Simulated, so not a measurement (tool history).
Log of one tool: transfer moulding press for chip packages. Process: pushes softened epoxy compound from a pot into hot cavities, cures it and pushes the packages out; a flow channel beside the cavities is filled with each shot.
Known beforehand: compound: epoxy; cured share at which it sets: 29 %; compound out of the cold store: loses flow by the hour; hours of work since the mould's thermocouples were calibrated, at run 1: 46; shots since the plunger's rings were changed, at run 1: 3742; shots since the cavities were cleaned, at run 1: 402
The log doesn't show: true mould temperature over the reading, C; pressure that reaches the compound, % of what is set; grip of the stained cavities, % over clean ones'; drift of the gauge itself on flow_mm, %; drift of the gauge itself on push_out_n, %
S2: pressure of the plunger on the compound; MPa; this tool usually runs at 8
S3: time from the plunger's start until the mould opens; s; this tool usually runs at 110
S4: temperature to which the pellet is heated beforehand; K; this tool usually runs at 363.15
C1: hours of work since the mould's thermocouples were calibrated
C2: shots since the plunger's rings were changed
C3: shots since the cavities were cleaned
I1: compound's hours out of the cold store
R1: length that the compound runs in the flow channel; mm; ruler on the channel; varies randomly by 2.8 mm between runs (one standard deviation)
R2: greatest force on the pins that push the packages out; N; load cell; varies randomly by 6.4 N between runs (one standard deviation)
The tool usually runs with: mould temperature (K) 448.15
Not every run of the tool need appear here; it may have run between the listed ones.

Run 1, day 0: usual settings; C1 46; C2 3742; C3 402; I1 29.5. Result: R1 512 mm, R2 416 N.
Run 2, day 0.275: usual settings; C1 50; C2 3796; C3 456; I1 23.7. Result: R1 531 mm, R2 433 N.
Run 3, day 0.558: usual settings but S2 8.42 MPa; C1 53; C2 3851; C3 511; I1 24. Result: R1 541 mm, R2 438 N.
Run 4, day 0.979: usual settings; C1 58; C2 3933; C3 593; I1 41.6. Result: R1 479 mm, R2 460 N.
Run 5, day 1.308: usual settings; C1 62; C2 3996; C3 656; I1 41.4. Result: R1 483 mm, R2 457 N.
Run 6, day 1.608: usual settings; C1 66; C2 4055; C3 715; I1 21.3. Result: R1 536 mm, R2 512 N.
Run 7, day 2.029: usual settings but mould temperature (K) 451.15; C1 71; C2 4137; C3 797; I1 43.7. Result: R1 469 mm, R2 441 N.
Run 8, day 2.283: usual settings but mould temperature (K) 451.15; C1 74; C2 4187; C3 847; I1 23. Result: R1 522 mm, R2 450 N.
At day 2.433: cavities cleaned with cleaning compound and waxed.
Run 9, day 2.629: usual settings but mould temperature (K) 451.15, S4 369.15 K; C1 77; C2 4241; C3 38; I1 44.6. Result: R1 461 mm, R2 508 N.
Run 10, day 2.962: usual settings; C1 81; C2 4307; C3 104; I1 29. Result: R1 514 mm, R2 565 N.
Run 11, day 3.188: usual settings; C1 84; C2 4350; C3 147; I1 25.8. Result: R1 521 mm, R2 578 N.
Run 12, day 3.492: usual settings; C1 88; C2 4409; C3 206; I1 19.8. Result: R1 538 mm, R2 558 N.
Run 13, day 3.696: usual settings but S2 9.17 MPa; C1 90; C2 4449; C3 246; I1 29. Result: R1 544 mm, R2 560 N.
At day 3.996: cavities cleaned with cleaning compound and waxed, once more.
Run 14, day 4.167: usual settings but S2 9.17 MPa; C1 95; C2 4529; C3 34; I1 12.6. Result: R1 597 mm, R2 290 N.
Run 15, day 4.354: usual settings but S2 7.62 MPa; C1 98; C2 4565; C3 70; I1 29.5. Result: R1 492 mm, R2 301 N.
Run 16, day 4.6: usual settings but mould temperature (K) 444.15, S2 7.62 MPa, S3 143 s; C1 101; C2 4613; C3 118; I1 8.9. Result: R1 572 mm, R2 304 N.
Run 17, day 4.792: usual settings but mould temperature (K) 444.15, S2 7.62 MPa, S3 143 s; C1 103; C2 4650; C3 155; I1 35.1. Result: R1 496 mm, R2 305 N.
Run 18, day 4.992: usual settings but mould temperature (K) 444.15, S2 7.62 MPa, S3 143 s; C1 105; C2 4689; C3 194; I1 47.2. Result: R1 461 mm, R2 337 N.
Run 19, day 5.362: usual settings but mould temperature (K) 444.15, S2 7.62 MPa, S3 143 s; C1 110; C2 4761; C3 266; I1 12.8. Result: R1 561 mm, R2 374 N.
Run 20, day 5.654: usual settings but mould temperature (K) 442.15, S2 9.16 MPa, S3 150 s, S4 357.15 K; C1 113; C2 4818; C3 323; I1 43.5. Result: R1 525 mm, R2 374 N.
Run 21, day 6.067: usual settings but mould temperature (K) 442.15, S2 9.16 MPa, S3 150 s, S4 357.15 K; C1 118; C2 4898; C3 403; I1 9.7. Result: R1 630 mm, R2 435 N.
Run 22, day 6.4: usual settings but mould temperature (K) 442.15, S2 7.78 MPa, S3 150 s, S4 370.15 K; C1 122; C2 4962; C3 467; I1 11. Result: R1 574 mm, R2 419 N.
Run 23, day 6.779: usual settings but mould temperature (K) 441.15, S2 6.09 MPa, S3 117 s, S4 367.15 K; C1 127; C2 5037; C3 542; I1 19.7. Result: R1 484 mm, R2 666 N.
Run 24, day 7.017: usual settings but mould temperature (K) 441.15, S2 6.09 MPa, S3 117 s, S4 367.15 K; C1 130; C2 5082; C3 587; I1 21.9. Result: R1 485 mm, R2 674 N.
Run 25, day 7.442: usual settings but S2 9.55 MPa, S3 135 s; C1 135; C2 5165; C3 670; I1 33.4. Result: R1 544 mm, R2 432 N.
Run 26, day 7.729: usual settings but mould temperature (K) 444.15, S2 7.09 MPa; C1 138; C2 5221; C3 726; I1 14.2. Result: R1 528 mm, R2 647 N.
Run 27, day 7.917: usual settings but mould temperature (K) 444.15, S2 7.09 MPa; C1 141; C2 5258; C3 763; I1 41.4. Result: R1 457 mm, R2 603 N.
Run 28, day 8.096: usual settings but mould temperature (K) 444.15, S2 7.09 MPa; C1 143; C2 5292; C3 797; I1 23.5. Result: R1 504 mm, R2 627 N.

Below are 3 alternative next runs, each starting from the tool's condition after run 28. Predict each:
Run A, day 8.321: usual settings but S3 140 s, S4 361.15 K; C1 146; C2 5336; C3 841; I1 47.6. Result: R1 ?, R2 ?.
Run B, day 8.321: usual settings but mould temperature (K) 447.15, S2 7.36 MPa; C1 146; C2 5336; C3 841; I1 44.9. Result: R1 ?, R2 ?.
Run C, day 8.321: usual settings but mould temperature (K) 441.15, S2 7.09 MPa; C1 146; C2 5336; C3 841; I1 38.5. Result: R1 ?, R2 ?.

run   R1   R2
  A  463  451
  B  446  532
  C  470  760
Had the tool no hidden state, the same runs would have come out as:
run   R1   R2
  A  493  219
  B  476  267
  C  502  387
